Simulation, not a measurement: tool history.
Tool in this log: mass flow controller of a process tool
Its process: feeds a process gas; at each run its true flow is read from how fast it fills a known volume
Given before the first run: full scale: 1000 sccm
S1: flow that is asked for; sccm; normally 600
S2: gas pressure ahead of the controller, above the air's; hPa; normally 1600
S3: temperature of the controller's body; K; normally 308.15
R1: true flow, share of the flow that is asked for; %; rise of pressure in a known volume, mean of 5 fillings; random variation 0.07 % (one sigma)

| run | hour | S1 | S2 | S3 | R1 |
|---|---|---|---|---|---|
| 1 | 0 | 600 | 1600 | 308.15 | 98.09 |
| 2 | 105.8 | 600 | 1600 | 308.15 | 98.03 |
| 3 | 232.3 | 600 | 1600 | 308.15 | 97.95 |
| 4 | 320.2 | 600 | 2400 | 308.15 | 98.14 |
| 5 | 397.9 | 600 | 1600 | 295.15 | 99.09 |
| 6 | 465.8 | 600 | 1600 | 295.15 | 98.94 |
| 7 | 549.8 | 600 | 1600 | 308.15 | 97.66 |
| 8 | 633.9 | 365 | 1600 | 308.15 | 97.15 |
| 9 | 706.2 | 365 | 1600 | 308.15 | 97.28 |
| 10 | 803.8 | 600 | 1880 | 308.15 | 97.64 |
| 11 | 889 | 600 | 1880 | 308.15 | 97.6 |
| 12 | 945.6 | 600 | 1600 | 308.15 | 97.41 |
| 13 | 1001.8 | 600 | 1600 | 308.15 | 97.35 |
| 14 | 1084.1 | 592 | 1600 | 308.15 | 97.45 |
| 15 | 1196.9 | 600 | 1600 | 298.15 | 98.15 |
| 16 | 1255.6 | 600 | 1600 | 298.15 | 99.04 |
| 17 | 1383.5 | 126 | 1600 | 313.15 | 96.66 |
| 18 | 1485.1 | 382 | 1540 | 302.15 | 98.13 |
| 19 | 1612.1 | 382 | 1540 | 302.15 | 98.07 |
| 20 | 1696.9 | 600 | 2450 | 302.15 | 98.68 |
| 21 | 1764.1 | 910 | 1580 | 298.15 | 99.27 |
| 22 | 1845.1 | 600 | 2200 | 308.15 | 97.84 |
| 23 | 1924.8 | 163 | 2300 | 300.15 | 97.8 |
| 24 | 2019.1 | 163 | 2300 | 300.15 | 97.8 |
| 25 | 2071.9 | 575 | 2050 | 305.15 | 97.78 |
| 26 | 2189.6 | 262 | 2330 | 300.15 | 97.87 |
| 27 | 2304.8 | 251 | 1600 | 308.15 | 96.52 |
| 28 | 2376.9 | 251 | 1600 | 308.15 | 96.69 |
| 29 | 2445.5 | 251 | 1600 | 308.15 | 96.64 |
| 30 | 2534.2 | 251 | 1600 | 308.15 | 96.44 |

Withheld: 1 entry from between the runs. Position of each, and hidden state at the listed run before versus the listed run after:
From run 15 to run 16: gauge calibrated (hour 1215)
  drift of the gauge itself on true_pct, %: -0.95 -> -0.03
  measured minus no-state result, R1: -0.92 -> -0.02 %

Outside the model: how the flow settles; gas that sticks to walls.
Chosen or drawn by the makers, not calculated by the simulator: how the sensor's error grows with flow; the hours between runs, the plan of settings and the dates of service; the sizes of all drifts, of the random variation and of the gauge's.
